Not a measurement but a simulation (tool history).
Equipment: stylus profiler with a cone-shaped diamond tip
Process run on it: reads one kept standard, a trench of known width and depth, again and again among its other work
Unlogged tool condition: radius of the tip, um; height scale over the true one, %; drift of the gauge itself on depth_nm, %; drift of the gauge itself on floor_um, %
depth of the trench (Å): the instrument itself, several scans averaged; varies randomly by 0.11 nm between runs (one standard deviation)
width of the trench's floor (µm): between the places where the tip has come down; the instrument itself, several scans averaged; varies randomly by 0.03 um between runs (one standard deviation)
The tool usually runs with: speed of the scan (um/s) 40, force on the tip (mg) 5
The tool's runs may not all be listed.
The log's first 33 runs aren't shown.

run,hour,speed of the scan (um/s),force on the tip (mg),scans with this tip,hours of work since the height scale was calibrated,depth of the trench (Å),width of the trench's floor (µm)
34,2041.2,26,5.56,11650,141,2056.5,27.06
35,2102.5,13,4.47,11777,168,2049.6,27.15
36,2183.8,141,2.92,11944,205,2036.2,26.71
37,2264.5,60,12.85,12111,242,2096.2,27.1
38,2314.8,75,12.85,12214,265,2097.4,27.09
39,2353.5,75,12.85,12294,282,2095.4,27.03
40,2400.5,92,3.82,12391,304,2044.2,26.9
41,2461.5,125,4.83,12517,331,2051.6,26.82
42,2504.4,13,7.84,12605,351,2068.9,27.15
43,2554.9,38,12.6,12709,374,2095.1,27.14
44,2627.9,20,7.04,12860,407,2064.7,27.14
45,2700.5,20,7.04,13010,440,2064.2,27.12
46,2760.7,20,7.04,13134,467,2063.4,27.14
47,2852.7,20,7.04,13323,509,2064.5,27.17

Alternative continuations, all from the tool just after run 47; predict every row:
A,2898.7,44,13.12,13418,530,?,?
B,2898.7,94,8.02,13418,530,?,?
C,2898.7,137,12.25,13418,530,?,?

run,depth of the trench (Å),width of the trench's floor (µm)
A,2099.5,27.09
B,2068.3,26.98
C,2091.3,26.96
Stripped of hidden state, with their random variation kept, the same runs would have yielded:
run,depth of the trench (Å),width of the trench's floor (µm)
A,2099.4,27.1
B,2068.3,26.99
C,2091.2,26.98
